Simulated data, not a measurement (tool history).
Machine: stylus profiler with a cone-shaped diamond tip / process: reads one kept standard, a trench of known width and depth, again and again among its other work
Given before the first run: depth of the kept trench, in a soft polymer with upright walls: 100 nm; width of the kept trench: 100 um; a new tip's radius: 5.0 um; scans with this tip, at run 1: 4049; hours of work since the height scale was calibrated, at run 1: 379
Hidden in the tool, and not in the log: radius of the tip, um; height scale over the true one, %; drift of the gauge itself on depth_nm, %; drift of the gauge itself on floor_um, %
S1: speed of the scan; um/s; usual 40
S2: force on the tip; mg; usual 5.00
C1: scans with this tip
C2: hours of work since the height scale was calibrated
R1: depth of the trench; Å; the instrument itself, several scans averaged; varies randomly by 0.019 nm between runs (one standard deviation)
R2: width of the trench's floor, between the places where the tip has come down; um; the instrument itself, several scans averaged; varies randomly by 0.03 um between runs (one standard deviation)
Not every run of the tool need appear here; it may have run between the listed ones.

run 1 hour=0.0 | S1=40 S2=5.00 | C1=4049 C2=379 | R1=1026.3 R2=97.71
run 2 hour=11.1 | S1=40 S2=5.00 | C1=4123 C2=386 | R1=1026.1 R2=97.67
run 3 hour=22.4 | S1=40 S2=5.00 | C1=4198 C2=393 | R1=1026.6 R2=97.70
run 4 hour=37.6 | S1=40 S2=5.00 | C1=4298 C2=402 | R1=1026.0 R2=97.70
run 5 hour=44.7 | S1=40 S2=5.00 | C1=4345 C2=407 | R1=1026.0 R2=97.70
run 6 hour=57.9 | S1=40 S2=1.71 | C1=4433 C2=415 | R1=1012.1 R2=97.55
run 7 hour=70.4 | S1=23 S2=1.71 | C1=4516 C2=423 | R1=1012.4 R2=97.66
run 8 hour=84.4 | S1=23 S2=1.71 | C1=4608 C2=431 | R1=1012.0 R2=97.61
run 9 hour=96.3 | S1=23 S2=4.46 | C1=4687 C2=439 | R1=1024.2 R2=97.66
run 10 hour=110.9 | S1=23 S2=4.46 | C1=4783 C2=448 | R1=1024.2 R2=97.64
run 11 hour=124.6 | S1=42 S2=2.91 | C1=4874 C2=456 | R1=1017.7 R2=97.69
run 12 hour=139.6 | S1=42 S2=2.91 | C1=4973 C2=466 | R1=1017.5 R2=97.62
run 13 hour=152.2 | S1=20 S2=5.00 | C1=5057 C2=473 | R1=1026.3 R2=97.60
run 14 hour=163.3 | S1=37 S2=4.12 | C1=5130 C2=480 | R1=1022.7 R2=97.63
run 15 hour=171.0 | S1=19 S2=4.29 | C1=5181 C2=485 | R1=1023.4 R2=97.66
run 16 hour=177.7 | S1=19 S2=4.29 | C1=5225 C2=489 | R1=1023.6 R2=97.65
run 17 hour=193.0 | S1=38 S2=7.58 | C1=5326 C2=499 | R1=1035.2 R2=97.61
run 18 hour=208.5 | S1=81 S2=7.76 | C1=5429 C2=508 | R1=1035.1 R2=97.61

5 options for the next run, each taken on its own from the tool as it stands now. Forecast them:
run A hour=224.2 | S1=81 S2=1.99 | C1=5533 C2=518 | R1=? R2=?
run B hour=224.2 | S1=81 S2=3.05 | C1=5533 C2=518 | R1=? R2=?
run C hour=224.2 | S1=137 S2=1.71 | C1=5533 C2=518 | R1=? R2=?
run D hour=224.2 | S1=81 S2=4.52 | C1=5533 C2=518 | R1=? R2=?
run E hour=224.2 | S1=18 S2=4.29 | C1=5533 C2=518 | R1=? R2=?

run=A R1=1013.3 R2=97.50
run=B R1=1018.0 R2=97.51
run=C R1=1011.6 R2=97.33
run=D R1=1024.2 R2=97.57
run=E R1=1023.1 R2=97.66
The same runs, with their run-to-run variation unchanged, on a tool lacking any hidden condition would have given:
run=A R1=1015.0 R2=97.85
run=B R1=1019.8 R2=97.86
run=C R1=1013.3 R2=97.68
run=D R1=1026.0 R2=97.92
run=E R1=1024.8 R2=98.01
